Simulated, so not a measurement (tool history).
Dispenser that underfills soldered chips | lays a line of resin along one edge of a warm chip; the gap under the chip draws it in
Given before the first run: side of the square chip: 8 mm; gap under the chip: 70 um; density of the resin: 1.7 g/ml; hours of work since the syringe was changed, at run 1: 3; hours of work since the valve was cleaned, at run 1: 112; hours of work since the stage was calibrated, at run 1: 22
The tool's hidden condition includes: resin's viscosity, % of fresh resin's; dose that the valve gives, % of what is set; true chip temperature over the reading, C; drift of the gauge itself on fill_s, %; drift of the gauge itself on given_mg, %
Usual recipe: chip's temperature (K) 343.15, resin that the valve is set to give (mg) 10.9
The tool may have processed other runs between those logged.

run,hour,chip's temperature (K),resin that the valve is set to give (mg),hours of work since the syringe was changed,hours of work since the valve was cleaned,hours of work since the stage was calibrated,time until the resin shows at the far edge (s),resin that the valve gave (mg)
1,0,343.15,10.9,3,112,22,72.5,9.81
2,2.4,343.15,10.9,5,113,23,84,9.78
# hour 4.6: new syringe of resin
3,7.3,343.15,10.9,2,116,26,66.8,9.89
4,11.4,348.15,10.9,5,119,29,69.3,9.75
# hour 13.5: new syringe of resin
5,16.5,348.15,10.9,2,122,32,55.3,9.79
# hour 18.5: dispensing valve cleaned and set on the balance
6,19.7,343.15,10.9,4,1,34,75.5,10.85
# hour 23.3: new syringe of resin
7,23.7,330.15,9.5,0,3,36,106.3,9.47
8,28.6,330.15,9.5,4,7,40,139.3,9.49
# hour 32.5: new syringe of resin
9,33.4,344.15,11.5,1,10,43,55.7,11.46
10,36.2,350.15,10.1,3,11,45,52.5,9.99
11,39.7,333.15,10.9,5,14,47,126.9,10.8

Across each entry between runs, compare the hidden state at the last listed run before it with the hidden state at the first listed run after it:
From run 2 to run 3: new syringe of resin (hour 4.6)
  resin's viscosity, % of fresh resin's: 145.2 -> 116.8; dose that the valve gives, % of what is set: 90.03 -> 89.74; true chip temperature over the reading, C: 0.16 -> 0.17
  measured result minus the result with no hidden state, time until the resin shows at the far edge (s): +27.4 -> +10.8; resin that the valve gave (mg): -1.09 -> -1.12
From run 4 to run 5: new syringe of resin (hour 13.5)
  resin's viscosity, % of fresh resin's: 147.3 -> 117.7; dose that the valve gives, % of what is set: 89.51 -> 89.22; true chip temperature over the reading, C: 0.18 -> 0.19
  measured result minus the result with no hidden state, time until the resin shows at the far edge (s): +23.3 -> +9.3; resin that the valve gave (mg): -1.14 -> -1.18
From run 5 to run 6: dispensing valve cleaned and set on the balance (hour 18.5)
  resin's viscosity, % of fresh resin's: 117.7 -> 133.7; dose that the valve gives, % of what is set: 89.22 -> 100.18; true chip temperature over the reading, C: 0.19 -> 0.2
  measured result minus the result with no hidden state, time until the resin shows at the far edge (s): +9.3 -> +18.5; resin that the valve gave (mg): -1.18 -> +0.02
From run 6 to run 7: new syringe of resin (hour 23.3)
  resin's viscosity, % of fresh resin's: 133.7 -> 103.3; dose that the valve gives, % of what is set: 100.18 -> 99.96; true chip temperature over the reading, C: 0.2 -> 0.21
  measured result minus the result with no hidden state, time until the resin shows at the far edge (s): +18.5 -> +2.4; resin that the valve gave (mg): +0.02 -> -0.01
From run 8 to run 9: new syringe of resin (hour 32.5)
  resin's viscosity, % of fresh resin's: 136.7 -> 103.7; dose that the valve gives, % of what is set: 99.65 -> 99.36; true chip temperature over the reading, C: 0.22 -> 0.23
  measured result minus the result with no hidden state, time until the resin shows at the far edge (s): +36.6 -> +1.5; resin that the valve gave (mg): -0.03 -> -0.07

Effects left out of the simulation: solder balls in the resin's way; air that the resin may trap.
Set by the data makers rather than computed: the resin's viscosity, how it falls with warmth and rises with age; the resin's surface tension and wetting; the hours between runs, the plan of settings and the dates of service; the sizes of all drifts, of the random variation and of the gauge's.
